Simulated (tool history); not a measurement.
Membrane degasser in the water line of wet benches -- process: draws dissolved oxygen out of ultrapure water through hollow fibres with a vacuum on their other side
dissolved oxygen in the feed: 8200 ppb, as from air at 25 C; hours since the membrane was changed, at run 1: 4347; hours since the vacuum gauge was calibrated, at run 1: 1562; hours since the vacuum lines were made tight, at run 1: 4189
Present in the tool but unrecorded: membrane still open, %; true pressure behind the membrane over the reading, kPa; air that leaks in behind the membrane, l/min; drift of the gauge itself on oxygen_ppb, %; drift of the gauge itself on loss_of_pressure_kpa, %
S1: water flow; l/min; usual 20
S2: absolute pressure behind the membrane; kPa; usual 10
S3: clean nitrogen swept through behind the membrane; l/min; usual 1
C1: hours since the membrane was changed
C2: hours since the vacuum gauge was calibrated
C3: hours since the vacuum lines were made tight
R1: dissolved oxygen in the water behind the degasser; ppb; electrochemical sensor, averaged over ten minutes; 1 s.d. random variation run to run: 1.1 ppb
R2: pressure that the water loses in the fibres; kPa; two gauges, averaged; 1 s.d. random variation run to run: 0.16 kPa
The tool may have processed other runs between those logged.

{"run": 1, "hour": 0.0, "S1": 20, "S2": 10, "S3": 1, "C1": 4347, "C2": 1562, "C3": 4189, "R1": 295.2, "R2": 43.69}
{"hour": 92.2, "done": "seals of the vacuum lines changed"}
{"run": 2, "hour": 108.1, "S1": 20, "S2": 10, "S3": 1, "C1": 4453, "C2": 1668, "C3": 16, "R1": 295.2, "R2": 43.53}
{"run": 3, "hour": 207.0, "S1": 20, "S2": 10, "S3": 1, "C1": 4552, "C2": 1767, "C3": 115, "R1": 296.9, "R2": 43.73}
{"run": 4, "hour": 276.4, "S1": 20, "S2": 10, "S3": 1, "C1": 4622, "C2": 1837, "C3": 184, "R1": 296, "R2": 43.92}
{"run": 5, "hour": 379.3, "S1": 20, "S2": 10, "S3": 1, "C1": 4724, "C2": 1939, "C3": 287, "R1": 296, "R2": 44.09}
{"run": 6, "hour": 481.1, "S1": 20, "S2": 10, "S3": 1, "C1": 4826, "C2": 2041, "C3": 389, "R1": 297.1, "R2": 43.78}
{"run": 7, "hour": 526.6, "S1": 20, "S2": 10, "S3": 0.49, "C1": 4872, "C2": 2087, "C3": 434, "R1": 526.3, "R2": 43.54}
{"run": 8, "hour": 620.9, "S1": 31, "S2": 9.5, "S3": 0.48, "C1": 4966, "C2": 2181, "C3": 529, "R1": 685.2, "R2": 68.08}
{"run": 9, "hour": 728.7, "S1": 18, "S2": 16.8, "S3": 1.02, "C1": 5074, "C2": 2289, "C3": 637, "R1": 511.5, "R2": 39.84}
{"run": 10, "hour": 805.4, "S1": 15, "S2": 10, "S3": 1, "C1": 5151, "C2": 2366, "C3": 713, "R1": 230, "R2": 32.63}
{"run": 11, "hour": 865.0, "S1": 15, "S2": 10, "S3": 1, "C1": 5210, "C2": 2425, "C3": 773, "R1": 229.2, "R2": 33.14}
{"run": 12, "hour": 935.0, "S1": 31, "S2": 10, "S3": 0.41, "C1": 5280, "C2": 2495, "C3": 843, "R1": 818.8, "R2": 68.25}
{"run": 13, "hour": 1036.7, "S1": 13, "S2": 23.9, "S3": 0.41, "C1": 5382, "C2": 2597, "C3": 944, "R1": 1213.7, "R2": 28.94}
{"run": 14, "hour": 1108.8, "S1": 27, "S2": 23.9, "S3": 1.32, "C1": 5454, "C2": 2669, "C3": 1017, "R1": 856.8, "R2": 59.6}

For some of the steps in R2 from one run to the next: how much would appear even if the tool had no hidden state, given the settings, what came in and random variation, and how much remains for the hidden state plus any gauge scatter that the measured result and the result without hidden state don't share?
Run 11 -> 12: S1 15 -> 31, S3 1 -> 0.41. R2 +35.11 kPa: hidden state +0.4, all else +34.71.
Run 12 -> 13: S1 31 -> 13, S2 10 -> 23.9. R2 -39.31 kPa: hidden state -0.38, all else -38.93.
